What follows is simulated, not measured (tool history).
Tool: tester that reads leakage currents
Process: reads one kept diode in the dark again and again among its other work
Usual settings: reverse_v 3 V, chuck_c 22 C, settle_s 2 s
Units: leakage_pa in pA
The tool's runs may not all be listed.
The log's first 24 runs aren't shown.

run,hour,reverse_v,chuck_c,settle_s,hours of work since the probe card was cleaned,hours of work since the tester was calibrated,hours of work since the chuck was calibrated,leakage_pa
25,1887.4,2.52,29,3.84,938,1909,456,65.25
26,1952.9,2.52,29,3.84,970,1942,488,65.34
27,2043.5,2.52,29,3.84,1015,1987,533,64.95
28,2103.4,2.15,21,0.61,1045,2017,563,28.62
# hour 2162: chuck's temperature calibrated
29,2203.7,15.35,21,0.61,1094,2066,21,77.56
30,2281.9,15.35,21,0.61,1133,2105,60,77.64
31,2329.3,4.88,38,0.49,1157,2128,83,205.16
32,2420,7.7,58,6.34,1202,2173,128,1344.34
33,2506.7,1.16,26,3.52,1245,2216,171,33.68
34,2593.4,1.16,26,3.52,1288,2260,215,33.8
35,2690.3,2.24,28,2,1336,2308,263,56.26
# hour 2770: probe card cleaned and baked
36,2781.9,3.1,28,0.58,6,2352,307,66.23

5 ways to go on from here, each from the tool as it stands after run 36. What would each give?
A,2866.1,3,55,2,48,2394,349,?
B,2866.1,3,22,2,48,2394,349,?
C,2866.1,3.1,41,1.62,48,2394,349,?
D,2866.1,2.13,28,0.58,48,2394,349,?
E,2866.1,3.51,28,3.83,48,2394,349,?

run,leakage_pa
A,670.71
B,36.68
C,213.76
D,55.43
E,69.56
Without the tool's hidden state the same runs would have given:
run,leakage_pa
A,670.63
B,36.68
C,213.73
D,55.42
E,69.55
